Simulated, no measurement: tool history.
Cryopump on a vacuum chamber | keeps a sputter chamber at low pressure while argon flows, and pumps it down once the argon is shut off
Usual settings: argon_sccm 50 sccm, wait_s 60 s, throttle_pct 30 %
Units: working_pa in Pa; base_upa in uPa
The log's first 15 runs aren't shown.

run,day,argon_sccm,wait_s,throttle_pct,working_pa,base_upa
16,14.308,50,66,15,0.2863,1.31
17,15.554,50,66,15,0.2874,1.31
18,16.771,50,66,15,0.2883,1.29
19,18.183,95,60,33,0.2469,1.44
20,19.304,95,87,27,0.3037,1.14
21,19.883,95,87,15,0.5423,1.14
22,21.233,91,87,26,0.2998,1.27
23,22.188,81,62,24,0.2930,1.46
24,23.208,81,62,21,0.3333,1.37
25,24.488,50,60,27,0.1609,1.51
26,25.779,50,60,27,0.1599,1.49
27,27.188,48,32,30,0.1390,2.17
28,28.479,48,27,44,0.0962,2.49
29,29.358,44,27,37,0.1049,2.45
30,30.654,44,27,37,0.1044,2.48
31,31.525,85,60,39,0.1911,1.52
32,32.425,66,122,54,0.1080,1.20
33,33.771,66,187,54,0.1087,1.06
34,34.758,66,36,25,0.2307,2.13
35,35.954,75,23,25,0.2626,2.92

Forecast each of these 3 alternatives for the next run:
A,37.229,66,31,41,?,?
B,37.229,77,35,32,?,?
C,37.229,21,60,21,?,?

run,working_pa,base_upa
A,0.1421,2.25
B,0.2138,2.22
C,0.0879,1.60
Without the tool's hidden state the same runs would have given:
run,working_pa,base_upa
A,0.1358,1.57
B,0.2065,1.51
C,0.0859,0.90

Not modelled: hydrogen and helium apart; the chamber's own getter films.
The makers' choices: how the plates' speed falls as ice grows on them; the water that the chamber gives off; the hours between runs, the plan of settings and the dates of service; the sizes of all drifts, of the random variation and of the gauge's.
